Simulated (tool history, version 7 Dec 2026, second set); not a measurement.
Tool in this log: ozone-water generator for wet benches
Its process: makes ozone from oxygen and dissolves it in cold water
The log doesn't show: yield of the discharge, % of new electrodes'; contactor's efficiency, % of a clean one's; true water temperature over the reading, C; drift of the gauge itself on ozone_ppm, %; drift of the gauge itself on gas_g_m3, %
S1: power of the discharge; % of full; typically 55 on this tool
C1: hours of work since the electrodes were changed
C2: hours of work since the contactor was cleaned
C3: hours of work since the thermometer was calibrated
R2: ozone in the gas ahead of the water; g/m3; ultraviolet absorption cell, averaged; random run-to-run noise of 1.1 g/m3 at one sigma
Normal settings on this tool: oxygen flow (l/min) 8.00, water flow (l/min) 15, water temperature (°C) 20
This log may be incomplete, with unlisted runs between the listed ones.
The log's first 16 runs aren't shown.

{"run": 17, "hour": 1438.3, "S1": 56, "oxygen flow (l/min)": 8.7, "water flow (l/min)": 24, "water temperature (°C)": 16, "C1": 4577, "C2": 1676, "C3": 1001, "dissolved ozone (ppm)": 16.3, "R2": 182.0}
{"run": 18, "hour": 1549.1, "S1": 55, "oxygen flow (l/min)": 8.0, "water flow (l/min)": 15, "water temperature (°C)": 14, "C1": 4668, "C2": 1767, "C3": 1091, "dissolved ozone (ppm)": 25.6, "R2": 186.6}
{"run": 19, "hour": 1610.9, "S1": 55, "oxygen flow (l/min)": 10.17, "water flow (l/min)": 19, "water temperature (°C)": 14, "C1": 4719, "C2": 1817, "C3": 1142, "dissolved ozone (ppm)": 20.6, "R2": 166.7}
{"run": 20, "hour": 1737.5, "S1": 72, "oxygen flow (l/min)": 4.8, "water flow (l/min)": 10, "water temperature (°C)": 22, "C1": 4822, "C2": 1921, "C3": 1246, "dissolved ozone (ppm)": 35.6, "R2": 273.9}
{"run": 21, "hour": 1837.4, "S1": 55, "oxygen flow (l/min)": 6.88, "water flow (l/min)": 22, "water temperature (°C)": 20, "C1": 4904, "C2": 2003, "C3": 1328, "dissolved ozone (ppm)": 16.3, "R2": 200.0}
{"run": 22, "hour": 1905.0, "S1": 55, "oxygen flow (l/min)": 6.88, "water flow (l/min)": 22, "water temperature (°C)": 20, "C1": 4960, "C2": 2059, "C3": 1383, "dissolved ozone (ppm)": 16.4, "R2": 198.0}
{"run": 23, "hour": 2019.1, "S1": 62, "oxygen flow (l/min)": 11.99, "water flow (l/min)": 22, "water temperature (°C)": 26, "C1": 5053, "C2": 2152, "C3": 1477, "dissolved ozone (ppm)": 14.9, "R2": 163.5}
{"run": 24, "hour": 2094.2, "S1": 81, "oxygen flow (l/min)": 9.76, "water flow (l/min)": 15, "water temperature (°C)": 20, "C1": 5115, "C2": 2214, "C3": 1538, "dissolved ozone (ppm)": 27.2, "R2": 210.2}
{"run": 25, "hour": 2220.9, "S1": 43, "oxygen flow (l/min)": 4.96, "water flow (l/min)": 11, "water temperature (°C)": 21, "C1": 5219, "C2": 2317, "C3": 1642, "dissolved ozone (ppm)": 25.4, "R2": 200.9}
{"run": 26, "hour": 2274.8, "S1": 43, "oxygen flow (l/min)": 4.96, "water flow (l/min)": 11, "water temperature (°C)": 21, "C1": 5263, "C2": 2362, "C3": 1686, "dissolved ozone (ppm)": 24.8, "R2": 200.5}
{"run": 27, "hour": 2369.7, "S1": 43, "oxygen flow (l/min)": 4.96, "water flow (l/min)": 22, "water temperature (°C)": 21, "C1": 5340, "C2": 2439, "C3": 1764, "dissolved ozone (ppm)": 13.6, "R2": 199.5}
{"run": 28, "hour": 2464.1, "S1": 43, "oxygen flow (l/min)": 4.96, "water flow (l/min)": 22, "water temperature (°C)": 24, "C1": 5418, "C2": 2517, "C3": 1841, "dissolved ozone (ppm)": 13.1, "R2": 201.5}
{"run": 29, "hour": 2524.4, "S1": 43, "oxygen flow (l/min)": 4.96, "water flow (l/min)": 22, "water temperature (°C)": 24, "C1": 5467, "C2": 2566, "C3": 1891, "dissolved ozone (ppm)": 12.8, "R2": 198.7}
{"run": 30, "hour": 2640.3, "S1": 48, "oxygen flow (l/min)": 5.02, "water flow (l/min)": 22, "water temperature (°C)": 24, "C1": 5562, "C2": 2661, "C3": 1986, "dissolved ozone (ppm)": 13.6, "R2": 209.7}
{"run": 31, "hour": 2692.5, "S1": 41, "oxygen flow (l/min)": 5.45, "water flow (l/min)": 17, "water temperature (°C)": 20, "C1": 5605, "C2": 2704, "C3": 2028, "dissolved ozone (ppm)": 17.0, "R2": 184.8}
{"run": 32, "hour": 2810.8, "S1": 63, "oxygen flow (l/min)": 7.62, "water flow (l/min)": 12, "water temperature (°C)": 12, "C1": 5702, "C2": 2801, "C3": 2125, "dissolved ozone (ppm)": 32.8, "R2": 199.0}

Here are 5 independent what-if runs from the current tool condition. What would each one return?
{"run": "A", "hour": 2925.1, "S1": 55, "oxygen flow (l/min)": 4.52, "water flow (l/min)": 15, "water temperature (°C)": 20, "C1": 5796, "C2": 2894, "C3": 2219, "dissolved ozone (ppm)": "?", "R2": "?"}
{"run": "B", "hour": 2925.1, "S1": 92, "oxygen flow (l/min)": 8.0, "water flow (l/min)": 23, "water temperature (°C)": 27, "C1": 5796, "C2": 2894, "C3": 2219, "dissolved ozone (ppm)": "?", "R2": "?"}
{"run": "C", "hour": 2925.1, "S1": 66, "oxygen flow (l/min)": 7.62, "water flow (l/min)": 10, "water temperature (°C)": 13, "C1": 5796, "C2": 2894, "C3": 2219, "dissolved ozone (ppm)": "?", "R2": "?"}
{"run": "D", "hour": 2925.1, "S1": 55, "oxygen flow (l/min)": 9.12, "water flow (l/min)": 10, "water temperature (°C)": 17, "C1": 5796, "C2": 2894, "C3": 2219, "dissolved ozone (ppm)": "?", "R2": "?"}
{"run": "E", "hour": 2925.1, "S1": 84, "oxygen flow (l/min)": 8.27, "water flow (l/min)": 23, "water temperature (°C)": 20, "C1": 5796, "C2": 2894, "C3": 2219, "dissolved ozone (ppm)": "?", "R2": "?"}

run=A dissolved_ozone_(ppm)=22.2 R2=233.6
run=B dissolved_ozone_(ppm)=17.8 R2=241.4
run=C dissolved_ozone_(ppm)=37.4 R2=205.6
run=D dissolved_ozone_(ppm)=30.2 R2=171.6
run=E dissolved_ozone_(ppm)=19.0 R2=223.7
With no hidden state in the tool, these same runs would have given:
run=A dissolved_ozone_(ppm)=25.9 R2=264.1
run=B dissolved_ozone_(ppm)=21.7 R2=284.9
run=C dissolved_ozone_(ppm)=44.1 R2=236.1
run=D dissolved_ozone_(ppm)=35.0 R2=194.1
run=E dissolved_ozone_(ppm)=23.1 R2=262.2

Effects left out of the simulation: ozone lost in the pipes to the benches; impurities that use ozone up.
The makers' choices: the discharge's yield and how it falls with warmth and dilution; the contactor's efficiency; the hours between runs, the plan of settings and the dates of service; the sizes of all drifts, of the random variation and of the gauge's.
